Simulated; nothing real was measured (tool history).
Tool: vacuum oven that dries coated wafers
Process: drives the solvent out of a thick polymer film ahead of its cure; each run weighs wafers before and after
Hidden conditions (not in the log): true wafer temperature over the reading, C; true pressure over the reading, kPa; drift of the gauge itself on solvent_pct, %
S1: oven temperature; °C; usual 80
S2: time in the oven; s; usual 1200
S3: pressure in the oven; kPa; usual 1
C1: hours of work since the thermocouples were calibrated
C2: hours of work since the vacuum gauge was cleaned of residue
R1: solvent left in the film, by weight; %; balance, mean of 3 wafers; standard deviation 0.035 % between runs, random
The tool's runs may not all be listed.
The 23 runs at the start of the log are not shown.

{"run": 24, "hour": 1219.9, "S1": 92, "S2": 1800, "S3": 2.54, "C1": 504, "C2": 1240, "R1": 1.3}
{"run": 25, "hour": 1296.9, "S1": 80, "S2": 660, "S3": 3.9, "C1": 540, "C2": 1276, "R1": 4.88}
{"run": 26, "hour": 1369.6, "S1": 88, "S2": 660, "S3": 3.9, "C1": 574, "C2": 1310, "R1": 2.91}
{"run": 27, "hour": 1416.2, "S1": 87, "S2": 960, "S3": 0.57, "C1": 596, "C2": 1332, "R1": 0.8}
{"run": 28, "hour": 1482.0, "S1": 93, "S2": 960, "S3": 0.57, "C1": 627, "C2": 1363, "R1": 0.46}
{"run": 29, "hour": 1544.6, "S1": 89, "S2": 960, "S3": 0.89, "C1": 656, "C2": 1392, "R1": 0.81}
{"run": 30, "hour": 1630.8, "S1": 89, "S2": 960, "S3": 0.89, "C1": 696, "C2": 1432, "R1": 0.8}
{"run": 31, "hour": 1674.0, "S1": 94, "S2": 1200, "S3": 1, "C1": 717, "C2": 1452, "R1": 0.65}
{"run": 32, "hour": 1713.1, "S1": 80, "S2": 1020, "S3": 2, "C1": 735, "C2": 1471, "R1": 2.73}
{"hour": 1720.8, "done": "oven's thermocouples calibrated"}
{"run": 33, "hour": 1793.3, "S1": 80, "S2": 1020, "S3": 2, "C1": 34, "C2": 1507, "R1": 2.63}
{"run": 34, "hour": 1877.4, "S1": 80, "S2": 1020, "S3": 2.04, "C1": 73, "C2": 1547, "R1": 2.7}
{"run": 35, "hour": 1962.8, "S1": 91, "S2": 840, "S3": 1.8, "C1": 113, "C2": 1586, "R1": 1.2}
{"run": 36, "hour": 2000.2, "S1": 67, "S2": 1740, "S3": 1.22, "C1": 131, "C2": 1604, "R1": 4.07}
{"run": 37, "hour": 2075.8, "S1": 90, "S2": 1500, "S3": 1.22, "C1": 166, "C2": 1639, "R1": 0.89}
{"run": 38, "hour": 2161.1, "S1": 75, "S2": 900, "S3": 1.31, "C1": 206, "C2": 1679, "R1": 3.9}
{"run": 39, "hour": 2201.4, "S1": 69, "S2": 720, "S3": 3.52, "C1": 225, "C2": 1698, "R1": 8.07}
{"run": 40, "hour": 2249.3, "S1": 69, "S2": 720, "S3": 3.52, "C1": 247, "C2": 1720, "R1": 8.1}
{"run": 41, "hour": 2320.5, "S1": 69, "S2": 720, "S3": 3.52, "C1": 280, "C2": 1754, "R1": 8.02}
{"run": 42, "hour": 2387.0, "S1": 81, "S2": 1320, "S3": 0.92, "C1": 312, "C2": 1785, "R1": 1.39}
{"run": 43, "hour": 2423.2, "S1": 84, "S2": 1200, "S3": 1.09, "C1": 328, "C2": 1802, "R1": 1.28}
{"run": 44, "hour": 2492.8, "S1": 84, "S2": 1200, "S3": 1.09, "C1": 361, "C2": 1834, "R1": 1.19}
{"run": 45, "hour": 2551.6, "S1": 83, "S2": 1380, "S3": 1.89, "C1": 389, "C2": 1862, "R1": 1.71}
{"run": 46, "hour": 2622.2, "S1": 88, "S2": 1680, "S3": 0.56, "C1": 422, "C2": 1895, "R1": 0.56}

Alternative continuations, all from the tool just after run 46; predict every row:
{"run": "A", "hour": 2705.5, "S1": 79, "S2": 1680, "S3": 1.17, "C1": 460, "C2": 1934, "R1": "?"}
{"run": "B", "hour": 2705.5, "S1": 74, "S2": 1200, "S3": 1.16, "C1": 460, "C2": 1934, "R1": "?"}
{"run": "C", "hour": 2705.5, "S1": 80, "S2": 780, "S3": 1, "C1": 460, "C2": 1934, "R1": "?"}
{"run": "D", "hour": 2705.5, "S1": 77, "S2": 1200, "S3": 2.07, "C1": 460, "C2": 1934, "R1": "?"}
{"run": "E", "hour": 2705.5, "S1": 85, "S2": 1200, "S3": 0.68, "C1": 460, "C2": 1934, "R1": "?"}

run=A R1=1.51
run=B R1=3.26
run=C R1=2.77
run=D R1=3.13
run=E R1=0.92
With the hidden condition removed and each run's random variation left untouched, the same runs would have given:
run=A R1=1.11
run=B R1=2.73
run=C R1=2.34
run=D R1=2.66
run=E R1=0.62

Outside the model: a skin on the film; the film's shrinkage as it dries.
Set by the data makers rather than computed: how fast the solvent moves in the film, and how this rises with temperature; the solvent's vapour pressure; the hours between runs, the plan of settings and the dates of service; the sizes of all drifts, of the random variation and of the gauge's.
